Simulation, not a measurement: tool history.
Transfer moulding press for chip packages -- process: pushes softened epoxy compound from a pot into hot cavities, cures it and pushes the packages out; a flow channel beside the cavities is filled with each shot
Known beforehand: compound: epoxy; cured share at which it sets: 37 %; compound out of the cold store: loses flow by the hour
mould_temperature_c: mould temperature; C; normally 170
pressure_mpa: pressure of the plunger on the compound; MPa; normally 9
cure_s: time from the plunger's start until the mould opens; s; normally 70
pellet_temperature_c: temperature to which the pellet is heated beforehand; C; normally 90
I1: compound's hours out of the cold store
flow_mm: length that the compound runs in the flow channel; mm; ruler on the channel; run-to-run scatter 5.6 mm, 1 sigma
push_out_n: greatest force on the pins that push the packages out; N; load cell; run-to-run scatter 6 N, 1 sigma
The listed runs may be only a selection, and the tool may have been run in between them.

{"run": 1, "hour": 0.0, "mould_temperature_c": 170, "pressure_mpa": 9, "cure_s": 70, "pellet_temperature_c": 90, "I1": 43.6, "flow_mm": 512, "push_out_n": 344}
{"hour": 8.7, "done": "cavities cleaned with cleaning compound and waxed"}
{"hour": 41.9, "done": "plunger's sealing rings changed"}
{"hour": 74.1, "done": "cavities cleaned with cleaning compound and waxed"}
{"run": 2, "hour": 79.6, "mould_temperature_c": 170, "pressure_mpa": 9, "cure_s": 70, "pellet_temperature_c": 88, "I1": 41.3, "flow_mm": 560, "push_out_n": 244}
{"hour": 137.4, "done": "cavities cleaned with cleaning compound and waxed"}
{"run": 3, "hour": 157.3, "mould_temperature_c": 170, "pressure_mpa": 9, "cure_s": 70, "pellet_temperature_c": 88, "I1": 31.4, "flow_mm": 575, "push_out_n": 277}
{"hour": 203.8, "done": "cavities cleaned with cleaning compound and waxed"}
{"run": 4, "hour": 227.7, "mould_temperature_c": 170, "pressure_mpa": 9, "cure_s": 70, "pellet_temperature_c": 92, "I1": 34.2, "flow_mm": 561, "push_out_n": 312}
{"hour": 264.8, "done": "cavities cleaned with cleaning compound and waxed"}
{"hour": 273.3, "done": "cavities cleaned with cleaning compound and waxed, once more"}
{"run": 5, "hour": 304.3, "mould_temperature_c": 177, "pressure_mpa": 9, "cure_s": 70, "pellet_temperature_c": 90, "I1": 30.4, "flow_mm": 538, "push_out_n": 280}
{"hour": 339.6, "done": "cavities cleaned with cleaning compound and waxed"}
{"run": 6, "hour": 341.6, "mould_temperature_c": 177, "pressure_mpa": 9, "cure_s": 70, "pellet_temperature_c": 90, "I1": 34.5, "flow_mm": 525, "push_out_n": 208}
{"run": 7, "hour": 384.0, "mould_temperature_c": 177, "pressure_mpa": 9, "cure_s": 70, "pellet_temperature_c": 90, "I1": 26.7, "flow_mm": 551, "push_out_n": 315}

The next listed run, before its measurement:
{"hour": 401.6, "done": "cavities cleaned with cleaning compound and waxed"}
{"run": 8, "hour": 429.5, "mould_temperature_c": 169, "pressure_mpa": 9, "cure_s": 99, "pellet_temperature_c": 90, "I1": 42.3, "flow_mm": "?", "push_out_n": "?"}

For run 8 the tool returned flow_mm 524 mm, push_out_n 271 N.
The same run, on a tool lacking any hidden state, would have yielded flow_mm 563 mm, push_out_n 192 N.
